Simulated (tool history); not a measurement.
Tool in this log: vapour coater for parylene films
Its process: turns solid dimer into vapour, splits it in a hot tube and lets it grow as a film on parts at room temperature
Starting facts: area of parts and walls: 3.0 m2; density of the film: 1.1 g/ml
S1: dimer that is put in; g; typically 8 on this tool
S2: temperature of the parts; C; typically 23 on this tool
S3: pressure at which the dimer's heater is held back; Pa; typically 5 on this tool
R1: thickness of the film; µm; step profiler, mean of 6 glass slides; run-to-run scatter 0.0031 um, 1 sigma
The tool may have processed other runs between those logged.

run   hour  S1  S2    S3     R1
  1      0   8  23     5  1.135
  2   11.3   8  23     5  1.133
  3   24.2   8  23     5  1.137
  4     50   8  23   7.3   1.04
  5   70.6   8  22     5  1.171
  6   84.7   8  22     5  1.172
  7   96.6   8  22     5  1.171
  8  112.4   4  22     5  0.592
  9  133.2   4  23     5  0.562
 10  158.5   4  23     5  0.567
 11  173.1   4  19  2.78  0.743
 12  194.1   4  19  2.78  0.735
 13  210.2  14  23  7.38  1.792
 14  227.8   8  34  4.26  0.815
 15  252.2  14  31  2.52  1.789
 16  269.8   8  31  2.52  1.024
 17  281.6   6  19  2.23  1.172
 18  302.1   6  19  2.23  1.167
 19    322   9  31     5   0.97
 20  334.1   9  31     5   0.97

Below, some changes in R1 between adjacent runs. For each, the amount present without the hidden state too (settings, incoming material, random variation) and the amount remaining for the hidden state with gauge scatter not shared by both compared results:
Hidden state present: vapour lost through the trap's worn valve, %; true temperature of the parts over the reading, C; drift of the gauge itself on film_um, %.
Run 12 -> 13: S1 4 -> 14, S2 19 -> 23, S3 2.78 -> 7.38. R1 +1.057 µm: hidden state -0.033, all else +1.09.
Run 13 -> 14: S1 14 -> 8, S2 23 -> 34, S3 7.38 -> 4.26. R1 -0.977 µm: hidden state +0.03, all else -1.007.
Run 14 -> 15: S1 8 -> 14, S2 34 -> 31, S3 4.26 -> 2.52. R1 +0.974 µm: hidden state -0.033, all else +1.007.
